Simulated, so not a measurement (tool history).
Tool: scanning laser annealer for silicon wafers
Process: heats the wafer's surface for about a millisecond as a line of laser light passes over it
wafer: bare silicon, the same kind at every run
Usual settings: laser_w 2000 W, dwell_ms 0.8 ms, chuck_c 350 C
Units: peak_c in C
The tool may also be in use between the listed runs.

run,hour,laser_w,dwell_ms,chuck_c,peak_c
1,0,2000,0.8,350,1178
2,26.5,2000,0.8,350,1182
3,65.3,2000,0.8,350,1179
4,98.7,2167,0.8,350,1252
5,132,2167,0.8,350,1250
6,158.3,2167,0.8,350,1251
7,220.4,2000,0.8,377,1205
8,258.5,1846,0.8,350,1113
9,302.6,1846,0.793,350,1106
10,342.7,2102,0.793,350,1218
11,379.1,2000,0.8,326,1151
12,408.2,2000,0.8,350,1177
13,442.9,2000,0.8,350,1176
14,480.2,2000,0.8,350,1176
15,538.1,2000,0.611,350,1070
# hour 581.3: window over the wafer cleaned
16,593,2000,0.8,350,1193
17,645.7,1895,0.631,380,1088
18,683.3,2135,0.716,344,1197
19,726.5,2135,0.716,344,1195
# hour 744.8: optics aligned, line set to its width
20,795.2,2135,0.716,344,1207
21,831.9,2139,0.566,344,1111
22,890,2139,0.566,347,1113
23,941.5,2179,0.582,364,1155
24,1000.3,2000,0.872,350,1236
25,1051.9,2001,0.791,350,1192
26,1111.7,2000,0.682,373,1156
27,1139.1,2000,0.993,313,1257
28,1166.3,2000,0.993,313,1259
29,1223.2,2163,0.975,350,1362
30,1254.2,2163,0.975,350,1362
31,1303.8,2163,0.975,350,1361
32,1367.7,2163,0.975,350,1360

Forecast each of these 4 alternatives for the next run:
A,1414.6,2163,0.968,350,?
B,1414.6,2107,0.678,325,?
C,1414.6,1825,0.947,326,?
D,1414.6,1875,0.8,359,?

run,peak_c
A,1354
B,1142
C,1164
D,1148
Without the tool's hidden state the same runs would have given:
run,peak_c
A,1352
B,1141
C,1162
D,1147
